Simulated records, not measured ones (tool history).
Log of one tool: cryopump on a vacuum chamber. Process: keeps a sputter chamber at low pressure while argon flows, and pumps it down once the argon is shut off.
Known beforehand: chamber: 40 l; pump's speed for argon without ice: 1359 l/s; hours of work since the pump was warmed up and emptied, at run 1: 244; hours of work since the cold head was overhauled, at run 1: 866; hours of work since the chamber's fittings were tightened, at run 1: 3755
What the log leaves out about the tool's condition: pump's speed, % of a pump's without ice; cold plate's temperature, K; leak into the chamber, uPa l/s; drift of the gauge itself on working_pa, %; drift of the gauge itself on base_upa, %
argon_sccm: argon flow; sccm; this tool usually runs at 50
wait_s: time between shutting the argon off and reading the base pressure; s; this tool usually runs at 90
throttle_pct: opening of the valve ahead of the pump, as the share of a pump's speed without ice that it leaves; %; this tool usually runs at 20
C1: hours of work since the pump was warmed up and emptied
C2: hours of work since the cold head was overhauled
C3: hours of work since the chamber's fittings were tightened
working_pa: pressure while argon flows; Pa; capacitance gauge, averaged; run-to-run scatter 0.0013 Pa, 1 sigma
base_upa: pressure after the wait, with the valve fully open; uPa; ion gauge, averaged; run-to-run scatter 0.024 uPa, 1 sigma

{"run": 1, "hour": 0.0, "argon_sccm": 50, "wait_s": 90, "throttle_pct": 20, "C1": 244, "C2": 866, "C3": 3755, "working_pa": 0.3184, "base_upa": 1.32}
{"run": 2, "hour": 26.5, "argon_sccm": 50, "wait_s": 90, "throttle_pct": 20, "C1": 259, "C2": 882, "C3": 3770, "working_pa": 0.3228, "base_upa": 1.33}
{"run": 3, "hour": 73.4, "argon_sccm": 50, "wait_s": 90, "throttle_pct": 20, "C1": 286, "C2": 908, "C3": 3797, "working_pa": 0.3229, "base_upa": 1.4}
{"run": 4, "hour": 121.2, "argon_sccm": 50, "wait_s": 90, "throttle_pct": 20, "C1": 314, "C2": 936, "C3": 3824, "working_pa": 0.3224, "base_upa": 1.38}
{"run": 5, "hour": 173.0, "argon_sccm": 50, "wait_s": 90, "throttle_pct": 20, "C1": 343, "C2": 965, "C3": 3854, "working_pa": 0.3235, "base_upa": 1.37}
{"run": 6, "hour": 206.4, "argon_sccm": 50, "wait_s": 90, "throttle_pct": 20, "C1": 362, "C2": 985, "C3": 3873, "working_pa": 0.3253, "base_upa": 1.39}
{"run": 7, "hour": 228.6, "argon_sccm": 50, "wait_s": 90, "throttle_pct": 20, "C1": 375, "C2": 997, "C3": 3885, "working_pa": 0.326, "base_upa": 1.42}
{"run": 8, "hour": 272.9, "argon_sccm": 50, "wait_s": 90, "throttle_pct": 20, "C1": 400, "C2": 1023, "C3": 3911, "working_pa": 0.326, "base_upa": 1.47}
{"run": 9, "hour": 298.0, "argon_sccm": 50, "wait_s": 90, "throttle_pct": 16, "C1": 415, "C2": 1037, "C3": 3925, "working_pa": 0.4059, "base_upa": 1.43}
{"run": 10, "hour": 319.5, "argon_sccm": 33, "wait_s": 90, "throttle_pct": 20, "C1": 427, "C2": 1049, "C3": 3938, "working_pa": 0.2172, "base_upa": 1.45}
{"run": 11, "hour": 343.0, "argon_sccm": 28, "wait_s": 90, "throttle_pct": 20, "C1": 440, "C2": 1063, "C3": 3951, "working_pa": 0.1837, "base_upa": 1.47}
{"run": 12, "hour": 382.3, "argon_sccm": 50, "wait_s": 125, "throttle_pct": 20, "C1": 463, "C2": 1085, "C3": 3973, "working_pa": 0.3315, "base_upa": 1.31}
{"run": 13, "hour": 414.0, "argon_sccm": 61, "wait_s": 25, "throttle_pct": 17, "C1": 481, "C2": 1103, "C3": 3992, "working_pa": 0.471, "base_upa": 3.23}
{"hour": 423.8, "done": "leaking fittings of the chamber tightened, without venting"}
{"run": 14, "hour": 448.5, "argon_sccm": 61, "wait_s": 25, "throttle_pct": 17, "C1": 500, "C2": 1122, "C3": 14, "working_pa": 0.4699, "base_upa": 2.81}
{"run": 15, "hour": 501.1, "argon_sccm": 61, "wait_s": 26, "throttle_pct": 25, "C1": 530, "C2": 1152, "C3": 44, "working_pa": 0.3285, "base_upa": 2.72}
{"run": 16, "hour": 550.1, "argon_sccm": 50, "wait_s": 209, "throttle_pct": 25, "C1": 558, "C2": 1180, "C3": 72, "working_pa": 0.2752, "base_upa": 0.66}
{"run": 17, "hour": 596.1, "argon_sccm": 58, "wait_s": 107, "throttle_pct": 24, "C1": 584, "C2": 1206, "C3": 99, "working_pa": 0.3334, "base_upa": 0.96}
{"hour": 634.5, "done": "pump warmed up, emptied and cooled again"}
{"run": 18, "hour": 636.4, "argon_sccm": 58, "wait_s": 150, "throttle_pct": 24, "C1": 1, "C2": 1227, "C3": 119, "working_pa": 0.3014, "base_upa": 0.67}
{"run": 19, "hour": 660.1, "argon_sccm": 50, "wait_s": 150, "throttle_pct": 16, "C1": 15, "C2": 1240, "C3": 132, "working_pa": 0.3872, "base_upa": 0.65}
{"run": 20, "hour": 685.0, "argon_sccm": 50, "wait_s": 22, "throttle_pct": 20, "C1": 29, "C2": 1254, "C3": 147, "working_pa": 0.3093, "base_upa": 2.95}
{"run": 21, "hour": 710.9, "argon_sccm": 50, "wait_s": 22, "throttle_pct": 20, "C1": 44, "C2": 1269, "C3": 161, "working_pa": 0.3127, "base_upa": 3.1}
{"run": 22, "hour": 742.2, "argon_sccm": 50, "wait_s": 109, "throttle_pct": 45, "C1": 62, "C2": 1287, "C3": 179, "working_pa": 0.1421, "base_upa": 0.82}
{"run": 23, "hour": 768.7, "argon_sccm": 50, "wait_s": 133, "throttle_pct": 27, "C1": 77, "C2": 1302, "C3": 194, "working_pa": 0.2325, "base_upa": 0.74}
{"run": 24, "hour": 804.1, "argon_sccm": 50, "wait_s": 35, "throttle_pct": 38, "C1": 97, "C2": 1323, "C3": 215, "working_pa": 0.1684, "base_upa": 2.01}

5 ways to go on from here, each from the tool as it stands after run 24. What would each give?
{"run": "A", "hour": 849.6, "argon_sccm": 28, "wait_s": 167, "throttle_pct": 20, "C1": 123, "C2": 1349, "C3": 241, "working_pa": "?", "base_upa": "?"}
{"run": "B", "hour": 849.6, "argon_sccm": 26, "wait_s": 90, "throttle_pct": 20, "C1": 123, "C2": 1349, "C3": 241, "working_pa": "?", "base_upa": "?"}
{"run": "C", "hour": 849.6, "argon_sccm": 36, "wait_s": 90, "throttle_pct": 21, "C1": 123, "C2": 1349, "C3": 241, "working_pa": "?", "base_upa": "?"}
{"run": "D", "hour": 849.6, "argon_sccm": 21, "wait_s": 90, "throttle_pct": 20, "C1": 123, "C2": 1349, "C3": 241, "working_pa": "?", "base_upa": "?"}
{"run": "E", "hour": 849.6, "argon_sccm": 36, "wait_s": 65, "throttle_pct": 39, "C1": 123, "C2": 1349, "C3": 241, "working_pa": "?", "base_upa": "?"}

run=A working_pa=0.1775 base_upa=0.64
run=B working_pa=0.1661 base_upa=0.96
run=C working_pa=0.2160 base_upa=1.01
run=D working_pa=0.1323 base_upa=0.98
run=E working_pa=0.1177 base_upa=1.22
Without the tool's unlogged condition, the same runs would have read:
run=A working_pa=0.1748 base_upa=0.58
run=B working_pa=0.1636 base_upa=0.90
run=C working_pa=0.2125 base_upa=0.95
run=D working_pa=0.1303 base_upa=0.92
run=E working_pa=0.1142 base_upa=1.16

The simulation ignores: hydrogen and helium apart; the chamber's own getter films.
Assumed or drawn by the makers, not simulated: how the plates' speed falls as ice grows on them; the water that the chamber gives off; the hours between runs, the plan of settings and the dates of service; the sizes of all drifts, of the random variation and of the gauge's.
